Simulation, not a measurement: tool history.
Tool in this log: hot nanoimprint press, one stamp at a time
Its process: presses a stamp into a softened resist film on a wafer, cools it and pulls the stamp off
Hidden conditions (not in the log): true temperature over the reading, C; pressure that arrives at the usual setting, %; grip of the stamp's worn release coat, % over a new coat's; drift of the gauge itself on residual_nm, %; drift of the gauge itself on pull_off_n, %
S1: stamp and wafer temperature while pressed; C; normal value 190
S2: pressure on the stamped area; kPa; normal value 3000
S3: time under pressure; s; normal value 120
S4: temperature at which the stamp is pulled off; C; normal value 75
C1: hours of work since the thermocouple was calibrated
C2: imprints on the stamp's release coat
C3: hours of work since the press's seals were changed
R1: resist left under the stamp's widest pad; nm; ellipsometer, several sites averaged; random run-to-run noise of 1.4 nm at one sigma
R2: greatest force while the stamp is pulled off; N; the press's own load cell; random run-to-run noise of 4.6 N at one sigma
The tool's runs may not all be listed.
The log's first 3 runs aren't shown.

Run 4, hour 31: usual settings; C1 139; C2 50; C3 25. Result: R1 218.7 nm, R2 216 N.
Run 5, hour 38.5: usual settings; C1 144; C2 87; C3 30. Result: R1 219.2 nm, R2 224 N.
Run 6, hour 47.7: usual settings but S4 80 C; C1 151; C2 133; C3 37. Result: R1 218.3 nm, R2 224 N.
Run 7, hour 54.2: usual settings but S4 80 C; C1 156; C2 165; C3 42. Result: R1 214.9 nm, R2 215 N.
Run 8, hour 58.7: usual settings but S4 80 C; C1 159; C2 187; C3 45. Result: R1 217.6 nm, R2 225 N.
Run 9, hour 68.7: usual settings; C1 166; C2 236; C3 52. Result: R1 216 nm, R2 239 N.
Run 10, hour 77.6: usual settings; C1 172; C2 280; C3 59. Result: R1 215.9 nm, R2 231 N.
Run 11, hour 84.4: usual settings; C1 177; C2 314; C3 63. Result: R1 218.9 nm, R2 240 N.
Run 12, hour 93.6: usual settings; C1 184; C2 359; C3 70. Result: R1 219.5 nm, R2 249 N.
Run 13, hour 103.1: usual settings; C1 191; C2 406; C3 77. Result: R1 218.4 nm, R2 239 N.
Run 14, hour 111.1: usual settings but S3 91 s; C1 196; C2 446; C3 83. Result: R1 240.1 nm, R2 247 N.
Run 15, hour 117.6: usual settings but S3 91 s; C1 201; C2 478; C3 87. Result: R1 240.2 nm, R2 255 N.
Run 16, hour 124.1: usual settings but S3 137 s; C1 206; C2 510; C3 92. Result: R1 206.2 nm, R2 240 N.
Run 17, hour 130.4: usual settings but S3 78 s, S4 65 C; C1 210; C2 541; C3 96. Result: R1 254.2 nm, R2 270 N.
Run 18, hour 135.1: usual settings but S2 2720 kPa, S3 228 s; C1 214; C2 564; C3 100. Result: R1 171.8 nm, R2 251 N.
Run 19, hour 145.8: usual settings but S2 3250 kPa; C1 221; C2 618; C3 108. Result: R1 207.4 nm, R2 251 N.
Run 20, hour 155.8: usual settings but S3 90 s, S4 64 C; C1 229; C2 667; C3 115. Result: R1 241.5 nm, R2 273 N.
Run 21, hour 163.9: usual settings but S2 2860 kPa, S3 196 s, S4 71 C; C1 234; C2 707; C3 121. Result: R1 180.9 nm, R2 269 N.
Run 22, hour 172.1: usual settings but S2 2860 kPa, S3 196 s, S4 71 C; C1 240; C2 748; C3 126. Result: R1 178.6 nm, R2 279 N.

What does the tool deliver on the next run?
Run 23, hour 182.2: usual settings but S2 2860 kPa, S3 152 s, S4 71 C; C1 248; C2 798; C3 134. Result: R1 ?, R2 ?.

Run 23 came out at R1 200.8 nm, R2 270 N.
Take away the tool's hidden state, keep the run-to-run variation as it was, and the same run would have given R1 208.7 nm, R2 226 N.
